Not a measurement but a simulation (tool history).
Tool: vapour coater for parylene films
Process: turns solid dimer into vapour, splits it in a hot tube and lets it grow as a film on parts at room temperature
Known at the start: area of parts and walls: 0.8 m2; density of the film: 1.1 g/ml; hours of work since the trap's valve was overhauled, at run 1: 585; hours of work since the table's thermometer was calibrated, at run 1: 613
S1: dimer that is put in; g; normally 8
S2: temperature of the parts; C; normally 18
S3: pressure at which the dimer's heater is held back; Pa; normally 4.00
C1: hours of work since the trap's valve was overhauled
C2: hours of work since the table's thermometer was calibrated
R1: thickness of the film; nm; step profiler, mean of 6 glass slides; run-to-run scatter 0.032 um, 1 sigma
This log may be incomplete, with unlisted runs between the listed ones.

Run 1, hour 0.0: usual settings; C1 585; C2 613. Result: R1 5320 nm.
Run 2, hour 48.5: usual settings; C1 606; C2 633. Result: R1 5300 nm.
Run 3, hour 91.8: usual settings; C1 624; C2 651. Result: R1 5310 nm.
At hour 105.0: trap's valve overhauled.
Run 4, hour 147.9: usual settings; C1 18; C2 673. Result: R1 5290 nm.
Run 5, hour 189.9: usual settings; C1 36; C2 691. Result: R1 5310 nm.
Run 6, hour 216.2: usual settings; C1 47; C2 702. Result: R1 5370 nm.
Run 7, hour 245.4: usual settings; C1 59; C2 715. Result: R1 5340 nm.
Run 8, hour 275.6: usual settings; C1 72; C2 727. Result: R1 5350 nm.
Run 9, hour 321.6: usual settings; C1 91; C2 747. Result: R1 5450 nm.
Run 10, hour 368.3: usual settings; C1 111; C2 766. Result: R1 5300 nm.
Run 11, hour 391.9: usual settings; C1 121; C2 776. Result: R1 5280 nm.
Run 12, hour 439.5: usual settings; C1 141; C2 796. Result: R1 5370 nm.
Run 13, hour 478.3: usual settings; C1 157; C2 813. Result: R1 5300 nm.
Run 14, hour 515.4: usual settings; C1 173; C2 828. Result: R1 5330 nm.
Run 15, hour 549.1: usual settings but S1 5 g, S2 14 C, S3 7.09 Pa; C1 187; C2 843. Result: R1 3490 nm.
Run 16, hour 602.1: usual settings but S1 5 g, S2 14 C, S3 7.09 Pa; C1 210; C2 865. Result: R1 3440 nm.
Run 17, hour 633.8: usual settings but S1 5 g, S2 14 C, S3 7.09 Pa; C1 223; C2 878. Result: R1 3430 nm.
Run 18, hour 686.5: usual settings but S1 5 g, S2 14 C, S3 7.09 Pa; C1 245; C2 901. Result: R1 3500 nm.
Run 19, hour 728.3: usual settings but S1 12 g, S2 25 C, S3 2.09 Pa; C1 263; C2 918. Result: R1 7270 nm.
Run 20, hour 751.2: usual settings but S1 12 g, S2 25 C, S3 2.09 Pa; C1 272; C2 928. Result: R1 7250 nm.
Run 21, hour 777.9: usual settings but S1 12 g, S2 25 C, S3 2.09 Pa; C1 284; C2 939. Result: R1 7350 nm.
Run 22, hour 825.6: usual settings but S1 11 g, S2 21 C, S3 8.88 Pa; C1 304; C2 959. Result: R1 6610 nm.
Run 23, hour 864.5: usual settings but S1 11 g, S2 21 C, S3 8.88 Pa; C1 320; C2 976. Result: R1 6590 nm.
Run 24, hour 912.6: usual settings but S1 10 g, S2 13 C, S3 8.88 Pa; C1 341; C2 996. Result: R1 6970 nm.
Run 25, hour 951.1: usual settings but S1 10 g, S2 13 C, S3 8.88 Pa; C1 357; C2 1012. Result: R1 7030 nm.
Run 26, hour 1004.9: usual settings but S3 3.41 Pa; C1 379; C2 1035. Result: R1 5380 nm.
Run 27, hour 1035.2: usual settings but S2 23 C, S3 2.88 Pa; C1 392; C2 1048. Result: R1 4890 nm.
Run 28, hour 1072.1: usual settings but S2 23 C, S3 2.88 Pa; C1 408; C2 1063. Result: R1 4940 nm.

Consider 3 possible next runs. They are alternatives, not a sequence: every one starts from the tool as it was left by run 28. What does each give?
Run A, hour 1122.2: usual settings but S2 13 C, S3 3.55 Pa; C1 429; C2 1084. Result: R1 ?.
Run B, hour 1122.2: usual settings but S2 24 C, S3 4.04 Pa; C1 429; C2 1084. Result: R1 ?.
Run C, hour 1122.2: usual settings but S1 5 g, S2 24 C, S3 4.58 Pa; C1 429; C2 1084. Result: R1 ?.

run    R1
  A  5930
  B  4740
  C  2940
With no hidden state in the tool, these same runs would have given:
run    R1
  A  5940
  B  4750
  C  2940

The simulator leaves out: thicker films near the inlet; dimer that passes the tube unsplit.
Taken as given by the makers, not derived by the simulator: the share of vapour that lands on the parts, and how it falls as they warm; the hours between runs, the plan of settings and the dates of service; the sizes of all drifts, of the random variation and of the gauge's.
